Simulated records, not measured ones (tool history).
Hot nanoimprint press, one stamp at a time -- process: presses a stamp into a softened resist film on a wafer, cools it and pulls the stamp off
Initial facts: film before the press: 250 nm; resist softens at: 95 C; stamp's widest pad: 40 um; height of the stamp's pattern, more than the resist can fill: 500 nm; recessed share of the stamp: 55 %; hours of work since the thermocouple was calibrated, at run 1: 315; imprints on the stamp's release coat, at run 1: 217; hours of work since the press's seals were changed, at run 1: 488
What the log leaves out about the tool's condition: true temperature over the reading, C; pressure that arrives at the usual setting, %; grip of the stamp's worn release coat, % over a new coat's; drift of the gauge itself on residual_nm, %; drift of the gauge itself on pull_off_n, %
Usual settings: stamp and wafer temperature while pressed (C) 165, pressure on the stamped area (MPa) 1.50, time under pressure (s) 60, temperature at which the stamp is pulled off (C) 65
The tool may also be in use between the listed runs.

| run | hour | stamp and wafer temperature while pressed (C) | pressure on the stamped area (MPa) | time under pressure (s) | temperature at which the stamp is pulled off (C) | hours of work since the thermocouple was calibrated | imprints on the stamp's release coat | hours of work since the press's seals were changed | resist left under the stamp's widest pad (nm) | greatest force while the stamp is pulled off (N) |
|---|---|---|---|---|---|---|---|---|---|---|
| 1 | 0.0 | 165 | 1.50 | 60 | 65 | 315 | 217 | 488 | 138.7 | 217 |
| 2 | 67.3 | 165 | 1.50 | 60 | 65 | 344 | 392 | 518 | 139.7 | 224 |
| 3 | 123.8 | 165 | 1.50 | 43 | 65 | 369 | 538 | 542 | 156.2 | 236 |
| 4 | 179.0 | 165 | 1.50 | 43 | 65 | 393 | 681 | 566 | 155.2 | 233 |
| 5 | 234.3 | 165 | 2.21 | 60 | 65 | 417 | 825 | 591 | 117.2 | 254 |
|  | 245.6 | stamp cleaned and given a new release coat |
| 6 | 270.5 | 165 | 1.50 | 60 | 65 | 430 | 64 | 604 | 142.9 | 218 |
| 7 | 299.3 | 165 | 1.50 | 60 | 65 | 443 | 139 | 616 | 142.0 | 224 |
| 8 | 347.9 | 165 | 1.50 | 60 | 65 | 464 | 265 | 637 | 143.4 | 226 |
| 9 | 388.3 | 165 | 1.48 | 60 | 65 | 482 | 370 | 655 | 144.9 | 231 |
| 10 | 432.0 | 165 | 1.50 | 60 | 65 | 501 | 484 | 674 | 143.0 | 236 |
| 11 | 503.2 | 165 | 1.50 | 101 | 65 | 532 | 669 | 705 | 123.5 | 238 |
| 12 | 544.6 | 165 | 1.50 | 101 | 65 | 550 | 776 | 723 | 122.8 | 247 |
|  | 572.1 | stamp cleaned and given a new release coat |
| 13 | 585.1 | 165 | 1.50 | 101 | 66 | 565 | 34 | 738 | 126.7 | 210 |
|  | 627.5 | plate thermocouple calibrated |
| 14 | 650.1 | 165 | 1.50 | 101 | 66 | 10 | 195 | 765 | 113.2 | 201 |
| 15 | 691.5 | 165 | 1.50 | 101 | 66 | 28 | 302 | 783 | 113.1 | 198 |
| 16 | 727.7 | 158 | 1.25 | 93 | 65 | 44 | 396 | 799 | 162.9 | 223 |
| 17 | 789.6 | 173 | 1.50 | 84 | 65 | 71 | 557 | 826 | 90.4 | 229 |
| 18 | 850.3 | 173 | 1.50 | 37 | 57 | 97 | 715 | 853 | 120.7 | 284 |
|  | 902.0 | stamp cleaned and given a new release coat |
| 19 | 907.0 | 160 | 1.86 | 37 | 51 | 119 | 13 | 875 | 168.8 | 280 |
| 20 | 972.5 | 175 | 1.14 | 95 | 53 | 148 | 184 | 903 | 93.4 | 289 |
| 21 | 1031.5 | 175 | 1.14 | 95 | 53 | 174 | 337 | 929 | 93.6 | 298 |
| 22 | 1080.2 | 167 | 1.14 | 37 | 53 | 195 | 463 | 950 | 165.6 | 306 |
| 23 | 1111.6 | 169 | 2.38 | 110 | 66 | 209 | 545 | 964 | 75.2 | 222 |
| 24 | 1142.6 | 169 | 2.38 | 110 | 66 | 222 | 625 | 978 | 76.8 | 235 |
|  | 1188.8 | press's hydraulic seals changed and the load cell set to zero |
| 25 | 1195.8 | 165 | 1.50 | 74 | 65 | 242 | 743 | 3 | 129.1 | 238 |
|  | 1239.8 | stamp cleaned and given a new release coat |
| 26 | 1241.1 | 165 | 1.50 | 74 | 65 | 259 | 4 | 20 | 128.1 | 211 |
| 27 | 1291.3 | 165 | 1.50 | 58 | 65 | 281 | 134 | 42 | 140.2 | 212 |
| 28 | 1339.1 | 159 | 1.50 | 33 | 65 | 302 | 258 | 63 | 194.5 | 226 |
| 29 | 1375.6 | 166 | 1.50 | 34 | 65 | 318 | 353 | 79 | 158.1 | 223 |

4 ways to go on from here, each from the tool as it stands after run 29. What would each give?
| A | 1420.1 | 162 | 1.50 | 46 | 59 | 337 | 468 | 98 | ? | ? |
| B | 1420.1 | 166 | 1.50 | 34 | 67 | 337 | 468 | 98 | ? | ? |
| C | 1420.1 | 168 | 1.03 | 60 | 65 | 337 | 468 | 98 | ? | ? |
| D | 1420.1 | 165 | 1.83 | 60 | 58 | 337 | 468 | 98 | ? | ? |

| run | resist left under the stamp's widest pad (nm) | greatest force while the stamp is pulled off (N) |
|---|---|---|
| A | 165.3 | 264 |
| B | 158.6 | 220 |
| C | 149.0 | 233 |
| D | 128.5 | 269 |
Stripped of hidden state, with their random variation kept, the same runs would have yielded:
| run | resist left under the stamp's widest pad (nm) | greatest force while the stamp is pulled off (N) |
|---|---|---|
| A | 157.5 | 233 |
| B | 151.2 | 193 |
| C | 141.8 | 205 |
| D | 121.4 | 238 |

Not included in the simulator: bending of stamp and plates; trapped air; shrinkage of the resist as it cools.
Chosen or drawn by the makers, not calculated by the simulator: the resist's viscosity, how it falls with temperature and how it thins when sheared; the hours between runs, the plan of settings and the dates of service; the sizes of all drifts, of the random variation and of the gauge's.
